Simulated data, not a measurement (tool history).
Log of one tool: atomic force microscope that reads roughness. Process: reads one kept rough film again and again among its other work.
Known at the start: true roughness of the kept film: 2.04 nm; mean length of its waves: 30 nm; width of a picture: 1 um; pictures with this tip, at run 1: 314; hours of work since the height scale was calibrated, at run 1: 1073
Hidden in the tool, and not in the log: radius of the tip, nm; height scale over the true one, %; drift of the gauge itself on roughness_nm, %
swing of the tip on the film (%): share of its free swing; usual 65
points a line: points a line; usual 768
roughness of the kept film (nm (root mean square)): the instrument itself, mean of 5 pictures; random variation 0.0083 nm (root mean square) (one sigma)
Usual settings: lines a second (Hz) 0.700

| run | day | lines a second (Hz) | swing of the tip on the film (%) | points a line | pictures with this tip | hours of work since the height scale was calibrated | roughness of the kept film (nm (root mean square)) |
|---|---|---|---|---|---|---|---|
| 1 | 0.000 | 0.700 | 65 | 768 | 314 | 1073 | 1.627 |
|  | 0.283 | new tip fitted |
| 2 | 2.921 | 0.700 | 65 | 768 | 52 | 1105 | 1.785 |
| 3 | 4.925 | 0.700 | 65 | 768 | 91 | 1127 | 1.767 |
| 4 | 6.529 | 0.700 | 65 | 768 | 123 | 1145 | 1.751 |
| 5 | 7.746 | 0.700 | 65 | 768 | 147 | 1158 | 1.734 |
| 6 | 10.646 | 0.767 | 65 | 768 | 204 | 1190 | 1.688 |
| 7 | 12.429 | 0.767 | 65 | 768 | 239 | 1210 | 1.646 |
| 8 | 14.712 | 0.767 | 65 | 768 | 285 | 1235 | 1.628 |
| 9 | 16.025 | 0.700 | 65 | 505 | 311 | 1249 | 1.614 |
|  | 16.446 | new tip fitted |
| 10 | 18.629 | 0.700 | 65 | 505 | 44 | 1277 | 1.790 |
| 11 | 20.325 | 0.700 | 65 | 505 | 77 | 1296 | 1.770 |
| 12 | 21.683 | 0.700 | 65 | 505 | 104 | 1311 | 1.742 |
| 13 | 24.125 | 1.450 | 65 | 505 | 152 | 1338 | 1.661 |
| 14 | 25.529 | 1.450 | 65 | 505 | 180 | 1353 | 1.662 |
| 15 | 28.412 | 0.700 | 65 | 768 | 237 | 1385 | 1.675 |
| 16 | 30.875 | 0.700 | 65 | 768 | 286 | 1412 | 1.640 |
|  | 32.417 | new tip fitted |
| 17 | 33.521 | 1.938 | 65 | 768 | 21 | 1441 | 1.743 |
| 18 | 35.908 | 1.938 | 75 | 768 | 68 | 1467 | 1.612 |
| 19 | 38.646 | 1.938 | 75 | 768 | 123 | 1497 | 1.598 |
| 20 | 40.879 | 1.938 | 75 | 768 | 167 | 1521 | 1.568 |
| 21 | 42.804 | 1.938 | 75 | 768 | 205 | 1542 | 1.530 |
| 22 | 45.117 | 2.398 | 79 | 810 | 250 | 1568 | 1.430 |
| 23 | 46.617 | 2.398 | 79 | 810 | 280 | 1584 | 1.407 |
|  | 48.508 | new tip fitted |
| 24 | 49.346 | 1.732 | 65 | 913 | 17 | 1614 | 1.747 |
| 25 | 51.275 | 1.192 | 65 | 646 | 55 | 1635 | 1.771 |
| 26 | 54.175 | 0.700 | 64 | 294 | 112 | 1667 | 1.728 |
| 27 | 55.767 | 0.769 | 86 | 755 | 143 | 1685 | 1.618 |
| 28 | 58.229 | 0.579 | 84 | 755 | 192 | 1712 | 1.624 |
| 29 | 59.488 | 1.628 | 73 | 768 | 217 | 1725 | 1.556 |
| 30 | 61.683 | 1.233 | 69 | 837 | 260 | 1749 | 1.603 |
| 31 | 64.296 | 1.484 | 69 | 758 | 312 | 1778 | 1.551 |
|  | 64.496 | new tip fitted |
| 32 | 65.654 | 0.700 | 70 | 768 | 23 | 1793 | 1.802 |
| 33 | 67.550 | 0.700 | 70 | 768 | 61 | 1814 | 1.794 |
| 34 | 68.804 | 0.801 | 70 | 488 | 86 | 1827 | 1.749 |
| 35 | 71.204 | 0.801 | 70 | 488 | 133 | 1854 | 1.737 |

3 ways to go on from here, each from the tool as it stands after run 35. What would each give?
| A | 73.475 | 0.801 | 63 | 692 | 178 | 1879 | ? |
| B | 73.475 | 0.700 | 65 | 647 | 178 | 1879 | ? |
| C | 73.475 | 0.700 | 65 | 626 | 178 | 1879 | ? |

| run | roughness of the kept film (nm (root mean square)) |
|---|---|
| A | 1.718 |
| B | 1.717 |
| C | 1.716 |
Without the tool's hidden state the same runs would have given:
| run | roughness of the kept film (nm (root mean square)) |
|---|---|
| A | 1.817 |
| B | 1.815 |
| C | 1.815 |
